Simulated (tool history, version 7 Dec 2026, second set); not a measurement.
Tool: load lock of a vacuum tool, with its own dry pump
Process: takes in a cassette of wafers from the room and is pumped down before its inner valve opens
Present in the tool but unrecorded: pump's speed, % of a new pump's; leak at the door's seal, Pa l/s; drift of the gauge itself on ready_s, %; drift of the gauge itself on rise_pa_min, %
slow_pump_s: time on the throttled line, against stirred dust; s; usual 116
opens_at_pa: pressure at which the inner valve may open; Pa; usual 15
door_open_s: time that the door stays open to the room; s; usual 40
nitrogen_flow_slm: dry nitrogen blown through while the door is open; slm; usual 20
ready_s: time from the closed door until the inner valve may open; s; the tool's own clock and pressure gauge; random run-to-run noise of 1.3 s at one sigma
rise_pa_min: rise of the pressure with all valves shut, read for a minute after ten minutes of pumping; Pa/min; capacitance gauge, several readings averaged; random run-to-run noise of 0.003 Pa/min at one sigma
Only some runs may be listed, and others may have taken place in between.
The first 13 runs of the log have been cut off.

run	day	slow_pump_s	opens_at_pa	door_open_s	nitrogen_flow_slm	hours that the pump has run since its overhaul	times that the door has closed on its seal	incoming humidity of the room's air, %	ready_s	rise_pa_min
14	101.392	116	15	40	31	8438	16023	46.3	219.4	0.065
15	110.096	116	15	40	31	8647	16484	44.1	218	0.066
16	116.904	116	15	179	31	8810	16845	42.3	217.5	0.092
17	124.804	193	15	40	20	9000	17263	42.5	270.9	0.076
18	132.646	193	15	40	20	9188	17678	43.9	270.4	0.074
19	138.5	193	27	116	20	9328	17988	44.7	260.5	0.096
20	148.754	79	15	116	34	9575	18531	47.5	194	0.095
21	154.012	129	15	40	20	9701	18810	47.8	228.1	0.085
22	164.633	116	15	225	9	9956	19373	45.5	221	0.139
23	173.367	73	17	47	20	10165	19835	46.2	190.3	0.087
24	179.429	73	17	47	20	10311	20156	46.8	189.4	0.093
25	191.379	98	14	47	20	10598	20789	45.8	209.5	0.099
26	199.196	77	14	47	27	10785	21203	43.3	198.2	0.095
27	210.888	77	11	47	27	11066	21822	44.5	199	0.103
28	216.483	116	15	103	36	11200	22119	45.8	220.9	0.106
29	228.471	110	24	40	20	11488	22754	43.4	212	0.101
30	235.392	176	15	40	20	11654	23120	47.2	262.7	0.105
31	244.217	116	15	26	10	11866	23587	44.4	221.4	0.108
32	254.579	99	15	40	11	12114	24136	41.9	212.3	0.112

The next listed run, before its measurement:
33	263.617	99	15	40	11	12331	24615	44.4	?	?

ready_s: 213.2 s
rise_pa_min: 0.11 Pa/min
Without the tool's hidden state the same run would have given ready_s 198.3 s, rise_pa_min 0.013 Pa/min.
